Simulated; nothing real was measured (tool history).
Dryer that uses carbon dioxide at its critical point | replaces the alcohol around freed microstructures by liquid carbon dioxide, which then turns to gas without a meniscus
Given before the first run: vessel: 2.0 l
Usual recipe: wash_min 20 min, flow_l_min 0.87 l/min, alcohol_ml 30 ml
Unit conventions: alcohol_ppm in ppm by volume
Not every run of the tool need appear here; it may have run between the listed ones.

run 1 hour=0 | wash_min=20 flow_l_min=0.87 alcohol_ml=30 | alcohol_ppm=86
run 2 hour=13.8 | wash_min=20 flow_l_min=0.87 alcohol_ml=30 | alcohol_ppm=83
run 3 hour=30.7 | wash_min=20 flow_l_min=0.87 alcohol_ml=30 | alcohol_ppm=81
run 4 hour=41.6 | wash_min=20 flow_l_min=0.87 alcohol_ml=30 | alcohol_ppm=88
run 5 hour=58.7 | wash_min=20 flow_l_min=0.87 alcohol_ml=30 | alcohol_ppm=85
run 6 hour=75.4 | wash_min=20 flow_l_min=0.87 alcohol_ml=34 | alcohol_ppm=96
run 7 hour=97.8 | wash_min=20 flow_l_min=0.87 alcohol_ml=34 | alcohol_ppm=87
run 8 hour=109.9 | wash_min=20 flow_l_min=0.87 alcohol_ml=30 | alcohol_ppm=94
run 9 hour=126.7 | wash_min=20 flow_l_min=0.87 alcohol_ml=30 | alcohol_ppm=104
run 10 hour=138.3 | wash_min=20 flow_l_min=0.87 alcohol_ml=30 | alcohol_ppm=106
run 11 hour=153.4 | wash_min=20 flow_l_min=0.87 alcohol_ml=119 | alcohol_ppm=190
run 12 hour=172.8 | wash_min=20 flow_l_min=0.87 alcohol_ml=119 | alcohol_ppm=202
run 13 hour=192.2 | wash_min=12 flow_l_min=0.87 alcohol_ml=30 | alcohol_ppm=425
run 14 hour=205.9 | wash_min=12 flow_l_min=0.87 alcohol_ml=30 | alcohol_ppm=455
run 15 hour=216.6 | wash_min=12 flow_l_min=0.87 alcohol_ml=30 | alcohol_ppm=451
run 16 hour=233.2 | wash_min=20 flow_l_min=0.777 alcohol_ml=55 | alcohol_ppm=219
run 17 hour=245.2 | wash_min=17 flow_l_min=1.381 alcohol_ml=99 | alcohol_ppm=111
run 18 hour=267.8 | wash_min=20 flow_l_min=0.87 alcohol_ml=95 | alcohol_ppm=201
run 19 hour=279.7 | wash_min=22 flow_l_min=0.582 alcohol_ml=20 | alcohol_ppm=233
run 20 hour=301.3 | wash_min=22 flow_l_min=0.582 alcohol_ml=20 | alcohol_ppm=226
run 21 hour=313.2 | wash_min=15 flow_l_min=0.569 alcohol_ml=80 | alcohol_ppm=2311
run 22 hour=325.6 | wash_min=24 flow_l_min=0.569 alcohol_ml=80 | alcohol_ppm=523
run 23 hour=337.6 | wash_min=24 flow_l_min=0.569 alcohol_ml=80 | alcohol_ppm=527
run 24 hour=354.5 | wash_min=31 flow_l_min=0.569 alcohol_ml=110 | alcohol_ppm=254
run 25 hour=370.4 | wash_min=31 flow_l_min=0.569 alcohol_ml=110 | alcohol_ppm=279
run 26 hour=387.2 | wash_min=29 flow_l_min=1.218 alcohol_ml=110 | alcohol_ppm=123
-- hour=405.6 inlet filter changed
run 27 hour=410.9 | wash_min=18 flow_l_min=1.218 alcohol_ml=110 | alcohol_ppm=135
run 28 hour=433.2 | wash_min=19 flow_l_min=0.903 alcohol_ml=36 | alcohol_ppm=140
run 29 hour=452 | wash_min=31 flow_l_min=1.04 alcohol_ml=50 | alcohol_ppm=136

4 ways to go on from here, each from the tool as it stands after run 29. What would each give?
run A hour=470.6 | wash_min=31 flow_l_min=0.835 alcohol_ml=47 | alcohol_ppm=?
run B hour=470.6 | wash_min=15 flow_l_min=0.622 alcohol_ml=30 | alcohol_ppm=?
run C hour=470.6 | wash_min=31 flow_l_min=0.709 alcohol_ml=73 | alcohol_ppm=?
run D hour=470.6 | wash_min=18 flow_l_min=1.04 alcohol_ml=50 | alcohol_ppm=?

run=A alcohol_ppm=134
run=B alcohol_ppm=534
run=C alcohol_ppm=150
run=D alcohol_ppm=151
What these runs would have given with no unlogged condition in the tool:
run=A alcohol_ppm=8
run=B alcohol_ppm=379
run=C alcohol_ppm=20
run=D alcohol_ppm=19

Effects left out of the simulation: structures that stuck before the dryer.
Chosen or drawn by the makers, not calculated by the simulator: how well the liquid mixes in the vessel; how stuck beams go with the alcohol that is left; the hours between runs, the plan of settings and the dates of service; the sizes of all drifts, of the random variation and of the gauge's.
